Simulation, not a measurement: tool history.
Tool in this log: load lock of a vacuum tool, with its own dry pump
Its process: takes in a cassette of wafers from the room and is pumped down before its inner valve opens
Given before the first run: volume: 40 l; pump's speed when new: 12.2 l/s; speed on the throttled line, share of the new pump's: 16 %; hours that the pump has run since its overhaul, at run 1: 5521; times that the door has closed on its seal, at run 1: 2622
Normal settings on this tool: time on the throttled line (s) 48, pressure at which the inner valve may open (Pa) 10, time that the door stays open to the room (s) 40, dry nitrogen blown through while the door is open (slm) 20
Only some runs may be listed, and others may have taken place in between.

| run | hour | time on the throttled line (s) | pressure at which the inner valve may open (Pa) | time that the door stays open to the room (s) | dry nitrogen blown through while the door is open (slm) | hours that the pump has run since its overhaul | times that the door has closed on its seal | incoming humidity of the room's air, % | time from the closed door until the inner valve may open (s) | rise of the pressure with all valves shut (Pa/min) |
|---|---|---|---|---|---|---|---|---|---|---|
| 1 | 0 | 48 | 10 | 40 | 20 | 5521 | 2622 | 48.1 | 73.5 | 0.029 |
| 2 | 129.6 | 48 | 10 | 40 | 20 | 5651 | 2774 | 43.7 | 73.5 | 0.031 |
| 3 | 214.2 | 48 | 10 | 40 | 4 | 5735 | 2874 | 40.9 | 73.6 | 0.033 |
| 4 | 302.1 | 48 | 10 | 40 | 4 | 5823 | 2977 | 42.3 | 73.4 | 0.039 |
| 5 | 476.5 | 48 | 10 | 40 | 9 | 5997 | 3182 | 47.6 | 73.1 | 0.034 |
| 6 | 584.7 | 48 | 10 | 40 | 9 | 6106 | 3309 | 47.4 | 73.5 | 0.037 |
| 7 | 723.4 | 48 | 10 | 40 | 20 | 6244 | 3473 | 46.1 | 73.7 | 0.032 |
| 8 | 884.9 | 48 | 10 | 40 | 20 | 6406 | 3662 | 44.4 | 73.1 | 0.03 |
| 9 | 982.8 | 52 | 10 | 40 | 20 | 6504 | 3778 | 45.1 | 76.7 | 0.03 |
| 10 | 1071.7 | 52 | 10 | 40 | 20 | 6593 | 3882 | 45.8 | 77 | 0.029 |
| 11 | 1151.9 | 48 | 10 | 40 | 20 | 6673 | 3976 | 43 | 74.5 | 0.036 |
| 12 | 1319.1 | 48 | 10 | 197 | 20 | 6840 | 4173 | 50.2 | 73.6 | 0.063 |
| 13 | 1482 | 35 | 10 | 40 | 20 | 7003 | 4365 | 45.2 | 62.8 | 0.034 |
| 14 | 1655.8 | 48 | 10 | 80 | 20 | 7177 | 4569 | 45.2 | 73.6 | 0.045 |
| 15 | 1748.9 | 48 | 10 | 40 | 28 | 7270 | 4678 | 46 | 73.8 | 0.028 |
| 16 | 1851.9 | 48 | 10 | 40 | 28 | 7373 | 4799 | 47.2 | 73.8 | 0.031 |
| 17 | 1964.7 | 48 | 10 | 40 | 28 | 7486 | 4932 | 46.3 | 74.3 | 0.029 |
| 18 | 2118 | 48 | 10 | 117 | 20 | 7639 | 5112 | 45.7 | 74.3 | 0.051 |
| 19 | 2234.3 | 48 | 10 | 117 | 20 | 7755 | 5249 | 49.8 | 74.2 | 0.054 |
| 20 | 2349.2 | 48 | 10 | 117 | 20 | 7870 | 5384 | 46 | 73.8 | 0.05 |
| 21 | 2498.8 | 45 | 19 | 142 | 5 | 8020 | 5560 | 43.3 | 69.6 | 0.063 |
| 22 | 2628.4 | 45 | 19 | 142 | 5 | 8149 | 5713 | 45.8 | 69.2 | 0.07 |
| 23 | 2716.1 | 45 | 20 | 142 | 22 | 8237 | 5816 | 43.8 | 69.2 | 0.053 |
| 24 | 2821 | 45 | 20 | 142 | 22 | 8342 | 5939 | 45.3 | 69.7 | 0.058 |
| 25 | 2964.9 | 45 | 20 | 142 | 22 | 8486 | 6108 | 43.7 | 69.2 | 0.055 |
| 26 | 3115.4 | 45 | 20 | 142 | 22 | 8636 | 6285 | 46.2 | 70.4 | 0.06 |
| 27 | 3230.1 | 45 | 20 | 142 | 22 | 8751 | 6420 | 41.6 | 69.5 | 0.059 |
| 28 | 3388.4 | 45 | 8 | 65 | 18 | 8909 | 6606 | 43.8 | 73 | 0.044 |
| 29 | 3552.7 | 45 | 8 | 65 | 18 | 9074 | 6799 | 43.8 | 73.1 | 0.044 |
| 30 | 3676.1 | 45 | 12 | 91 | 9 | 9197 | 6944 | 42.9 | 72.2 | 0.057 |
| 31 | 3789.9 | 27 | 9 | 79 | 10 | 9311 | 7078 | 45.4 | 58.9 | 0.058 |
| 32 | 3941 | 48 | 10 | 43 | 27 | 9462 | 7256 | 43.1 | 75.8 | 0.045 |
| 33 | 4045.6 | 48 | 10 | 43 | 27 | 9567 | 7379 | 45.4 | 74.5 | 0.038 |
|  | 4183.3 | dry pump taken out, an overhauled one fitted |
| 34 | 4188.7 | 36 | 8 | 40 | 20 | 5 | 7540 | 42.4 | 61.1 | 0.041 |
| 35 | 4272.8 | 36 | 8 | 40 | 20 | 89 | 7639 | 43.6 | 61.7 | 0.046 |
| 36 | 4348.4 | 36 | 15 | 40 | 9 | 165 | 7728 | 45.6 | 59.8 | 0.05 |

Measured less the same run without the tool's hidden state. The same run-to-run variation is in both; the gauge's scatter may not be:
The tool's hidden condition here consists of: pump's speed, % of a new pump's; leak at the door's seal, Pa l/s; drift of the gauge itself on ready_s, %; drift of the gauge itself on rise_pa_min, %.
| run | time from the closed door until the inner valve may open (s) | rise of the pressure with all valves shut (Pa/min) |
|---|---|---|
| 1 | +2.4 | +0.005 |
| 2 | +2.4 | +0.006 |
| 3 | +2.5 | +0.006 |
| 4 | +2.5 | +0.007 |
| 5 | +2.6 | +0.007 |
| 6 | +2.7 | +0.008 |
| 7 | +2.7 | +0.008 |
| 8 | +2.8 | +0.009 |
| 9 | +2.9 | +0.009 |
| 10 | +2.9 | +0.009 |
| 11 | +3 | +0.01 |
| 12 | +3.1 | +0.01 |
| 13 | +3.4 | +0.011 |
| 14 | +3.2 | +0.011 |
| 15 | +3.3 | +0.012 |
| 16 | +3.3 | +0.013 |
| 17 | +3.4 | +0.012 |
| 18 | +3.5 | +0.013 |
| 19 | +3.6 | +0.014 |
| 20 | +3.6 | +0.014 |
| 21 | +3.4 | +0.014 |
| 22 | +3.5 | +0.014 |
| 23 | +3.6 | +0.015 |
| 24 | +3.6 | +0.016 |
| 25 | +3.8 | +0.016 |
| 26 | +3.9 | +0.017 |
| 27 | +3.8 | +0.018 |
| 28 | +4.4 | +0.019 |
| 29 | +4.6 | +0.019 |
| 30 | +4.4 | +0.019 |
| 31 | +5.2 | +0.02 |
| 32 | +4.6 | +0.021 |
| 33 | +4.6 | +0.021 |
| 34 | -0.1 | +0.023 |
| 35 | +0 | +0.022 |
| 36 | +0 | +0.022 |
